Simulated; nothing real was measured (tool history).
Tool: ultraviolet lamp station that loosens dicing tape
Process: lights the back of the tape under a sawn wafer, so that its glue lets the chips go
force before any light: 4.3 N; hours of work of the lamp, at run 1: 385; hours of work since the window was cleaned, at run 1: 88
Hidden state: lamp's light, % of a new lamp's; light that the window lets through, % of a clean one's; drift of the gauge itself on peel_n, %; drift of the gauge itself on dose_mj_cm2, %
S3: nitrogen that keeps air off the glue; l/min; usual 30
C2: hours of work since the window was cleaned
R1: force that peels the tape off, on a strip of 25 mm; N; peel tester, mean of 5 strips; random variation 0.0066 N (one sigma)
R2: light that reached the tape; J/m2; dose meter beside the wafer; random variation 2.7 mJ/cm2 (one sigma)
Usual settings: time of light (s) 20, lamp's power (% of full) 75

{"run": 1, "hour": 0.0, "time of light (s)": 20, "lamp's power (% of full)": 75, "S3": 30, "hours of work of the lamp": 385, "C2": 88, "R1": 0.258, "R2": 3030}
{"run": 2, "hour": 53.7, "time of light (s)": 20, "lamp's power (% of full)": 75, "S3": 30, "hours of work of the lamp": 415, "C2": 118, "R1": 0.273, "R2": 2910}
{"run": 3, "hour": 115.7, "time of light (s)": 20, "lamp's power (% of full)": 75, "S3": 30, "hours of work of the lamp": 450, "C2": 153, "R1": 0.286, "R2": 2810}
{"run": 4, "hour": 173.9, "time of light (s)": 20, "lamp's power (% of full)": 65, "S3": 30, "hours of work of the lamp": 483, "C2": 186, "R1": 0.395, "R2": 2340}
{"run": 5, "hour": 252.2, "time of light (s)": 20, "lamp's power (% of full)": 65, "S3": 30, "hours of work of the lamp": 527, "C2": 230, "R1": 0.424, "R2": 2230}
{"hour": 268.2, "done": "window cleaned of glue's vapour"}
{"run": 6, "hour": 340.7, "time of light (s)": 20, "lamp's power (% of full)": 65, "S3": 30, "hours of work of the lamp": 577, "C2": 41, "R1": 0.475, "R2": 2080}
{"run": 7, "hour": 416.9, "time of light (s)": 20, "lamp's power (% of full)": 65, "S3": 30, "hours of work of the lamp": 620, "C2": 84, "R1": 0.569, "R2": 1980}
{"run": 8, "hour": 500.1, "time of light (s)": 20, "lamp's power (% of full)": 75, "S3": 30, "hours of work of the lamp": 667, "C2": 131, "R1": 0.478, "R2": 2170}
{"run": 9, "hour": 563.2, "time of light (s)": 20, "lamp's power (% of full)": 75, "S3": 30, "hours of work of the lamp": 702, "C2": 167, "R1": 0.526, "R2": 2070}
{"run": 10, "hour": 648.1, "time of light (s)": 20, "lamp's power (% of full)": 75, "S3": 30, "hours of work of the lamp": 750, "C2": 214, "R1": 0.552, "R2": 1910}
{"hour": 691.9, "done": "window cleaned of glue's vapour"}
{"run": 11, "hour": 691.9, "time of light (s)": 20, "lamp's power (% of full)": 75, "S3": 30, "hours of work of the lamp": 775, "C2": 0, "R1": 0.279, "R2": 2900}
{"hour": 736.4, "done": "window cleaned of glue's vapour, once more"}
{"run": 12, "hour": 778.4, "time of light (s)": 20, "lamp's power (% of full)": 69, "S3": 11, "hours of work of the lamp": 823, "C2": 24, "R1": 0.508, "R2": 2600}
{"run": 13, "hour": 855.0, "time of light (s)": 20, "lamp's power (% of full)": 69, "S3": 11, "hours of work of the lamp": 867, "C2": 67, "R1": 0.526, "R2": 2480}
{"run": 14, "hour": 938.6, "time of light (s)": 20, "lamp's power (% of full)": 69, "S3": 11, "hours of work of the lamp": 914, "C2": 114, "R1": 0.571, "R2": 2390}
{"run": 15, "hour": 1002.6, "time of light (s)": 20, "lamp's power (% of full)": 69, "S3": 11, "hours of work of the lamp": 950, "C2": 150, "R1": 0.612, "R2": 2270}
{"run": 16, "hour": 1093.2, "time of light (s)": 28, "lamp's power (% of full)": 83, "S3": 29, "hours of work of the lamp": 1001, "C2": 201, "R1": 0.216, "R2": 3640}
{"hour": 1161.7, "done": "window cleaned of glue's vapour"}
{"run": 17, "hour": 1180.4, "time of light (s)": 29, "lamp's power (% of full)": 83, "S3": 26, "hours of work of the lamp": 1050, "C2": 11, "R1": 0.179, "R2": 4310}
{"run": 18, "hour": 1245.4, "time of light (s)": 28, "lamp's power (% of full)": 65, "S3": 30, "hours of work of the lamp": 1087, "C2": 47, "R1": 0.246, "R2": 3160}
{"run": 19, "hour": 1283.4, "time of light (s)": 16, "lamp's power (% of full)": 69, "S3": 14, "hours of work of the lamp": 1108, "C2": 69, "R1": 0.745, "R2": 1830}
{"run": 20, "hour": 1371.5, "time of light (s)": 16, "lamp's power (% of full)": 69, "S3": 14, "hours of work of the lamp": 1158, "C2": 118, "R1": 0.808, "R2": 1770}
{"run": 21, "hour": 1440.2, "time of light (s)": 16, "lamp's power (% of full)": 75, "S3": 57, "hours of work of the lamp": 1197, "C2": 157, "R1": 0.5, "R2": 1870}
{"hour": 1508.4, "done": "lamp changed"}
{"run": 22, "hour": 1508.4, "time of light (s)": 16, "lamp's power (% of full)": 75, "S3": 57, "hours of work of the lamp": 0, "C2": 195, "R1": 0.331, "R2": 2380}

Forecast each of these 3 alternatives for the next run:
{"hour": 1586.2, "done": "window cleaned of glue's vapour"}
{"run": "A", "hour": 1597.2, "time of light (s)": 11, "lamp's power (% of full)": 81, "S3": 34, "hours of work of the lamp": 50, "C2": 6, "R1": "?", "R2": "?"}
{"hour": 1586.2, "done": "window cleaned of glue's vapour"}
{"run": "B", "hour": 1597.2, "time of light (s)": 16, "lamp's power (% of full)": 75, "S3": 17, "hours of work of the lamp": 50, "C2": 6, "R1": "?", "R2": "?"}
{"hour": 1586.2, "done": "window cleaned of glue's vapour"}
{"run": "C", "hour": 1597.2, "time of light (s)": 17, "lamp's power (% of full)": 83, "S3": 47, "hours of work of the lamp": 50, "C2": 6, "R1": "?", "R2": "?"}

run=A R1=0.515 R2=1990
run=B R1=0.368 R2=2740
run=C R1=0.206 R2=3170
Without the tool's hidden state the same runs would have given:
run=A R1=0.487 R2=2050
run=B R1=0.347 R2=2830
run=C R1=0.197 R2=3280

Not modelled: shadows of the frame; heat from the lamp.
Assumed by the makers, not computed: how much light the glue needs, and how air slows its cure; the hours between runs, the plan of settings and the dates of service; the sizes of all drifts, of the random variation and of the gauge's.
